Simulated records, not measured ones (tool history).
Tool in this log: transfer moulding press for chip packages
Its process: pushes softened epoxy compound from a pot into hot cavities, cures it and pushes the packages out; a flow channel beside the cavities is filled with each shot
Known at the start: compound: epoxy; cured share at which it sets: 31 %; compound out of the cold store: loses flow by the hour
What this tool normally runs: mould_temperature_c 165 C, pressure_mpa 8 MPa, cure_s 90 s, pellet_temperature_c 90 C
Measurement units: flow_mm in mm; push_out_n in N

run,day,mould_temperature_c,pressure_mpa,cure_s,pellet_temperature_c,incoming compound's hours out of the cold store,flow_mm,push_out_n
1,0,165,8,90,90,24.8,935,800
# day 1.083: cavities cleaned with cleaning compound and waxed
2,1.358,165,7.17,90,90,14.3,933,583
3,2.85,165,7.17,90,90,44.9,772,822
# day 3.388: cavities cleaned with cleaning compound and waxed
4,4.454,165,8,90,90,23.3,922,761
# day 5.754: cavities cleaned with cleaning compound and waxed
5,6.329,165,8,90,90,36,851,648
6,7.912,165,8,90,90,12.7,967,934
# day 8.104: cavities cleaned with cleaning compound and waxed
7,8.929,165,8,90,90,36.4,835,671
# day 10.371: plunger's sealing rings changed
# day 10.55: cavities cleaned with cleaning compound and waxed
8,10.775,165,8,90,90,15.9,1002,579
9,11.979,165,7.92,107,90,25.3,936,647
# day 12.838: cavities cleaned with cleaning compound and waxed
10,13.088,165,7.92,107,96,40.5,850,441
11,14.338,165,7.92,107,96,39.7,849,632
# day 15.154: cavities cleaned with cleaning compound and waxed
12,15.579,165,7.92,107,96,39.4,850,460
# day 16.712: mould's thermocouples calibrated
13,16.842,160,8,129,87,22.1,952,644
# day 17.633: cavities cleaned with cleaning compound and waxed
14,18.008,163,7.93,90,90,30,892,651
15,19.112,171,8.46,87,93,13.4,982,656

Below are 4 alternative next runs, each starting from the tool's condition after run 15. Predict each:
# day 20.004: cavities cleaned with cleaning compound and waxed
A,20.396,168,8,90,90,47.7,?,?
# day 20.004: cavities cleaned with cleaning compound and waxed
B,20.396,165,7,87,93,35.2,?,?
# day 20.004: cavities cleaned with cleaning compound and waxed
C,20.396,165,8,90,82,47.1,?,?
# day 20.004: cavities cleaned with cleaning compound and waxed
D,20.396,165,8.92,90,90,40.5,?,?

run,flow_mm,push_out_n
A,785,497
B,790,582
C,789,584
D,873,579
The same runs, with their run-to-run variation unchanged, on a tool lacking any hidden condition would have given:
run,flow_mm,push_out_n
A,828,384
B,834,448
C,833,449
D,921,445

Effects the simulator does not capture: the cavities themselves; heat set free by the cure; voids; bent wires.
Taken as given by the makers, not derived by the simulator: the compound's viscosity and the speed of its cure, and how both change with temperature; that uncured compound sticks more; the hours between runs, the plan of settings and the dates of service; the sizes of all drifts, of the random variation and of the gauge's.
